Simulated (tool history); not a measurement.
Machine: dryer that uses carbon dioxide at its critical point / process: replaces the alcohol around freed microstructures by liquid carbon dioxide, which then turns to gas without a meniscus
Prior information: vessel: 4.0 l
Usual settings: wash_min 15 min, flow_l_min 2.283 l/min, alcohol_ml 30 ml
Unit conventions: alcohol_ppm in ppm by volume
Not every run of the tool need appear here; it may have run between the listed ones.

run   hour  wash_min  flow_l_min  alcohol_ml  alcohol_ppm
  1    0.0        15       2.283          30           43
  2    9.2        15       2.283          30           44
  3   16.1        15       2.283          30           46
  4   22.5        15       2.283          30           47
  5   31.3        15       2.283          30           49
  6   39.2        15       2.283          30           40
  7   50.7        15       2.283          30           49
  8   62.9        15       2.283          30           55
  9   71.1        15       2.283          30           49
 10   80.8        15       2.283          30           65
 11   91.0        15       2.283          30           50
 12  100.5        15       2.490          30           50
 13  107.2        15       2.060          81          113

What will run 14 give?
 14  118.5        21       3.760         103            ?

alcohol_ppm: 59 ppm by volume
Without the tool's hidden state the same run would have given alcohol_ppm 20 ppm by volume.
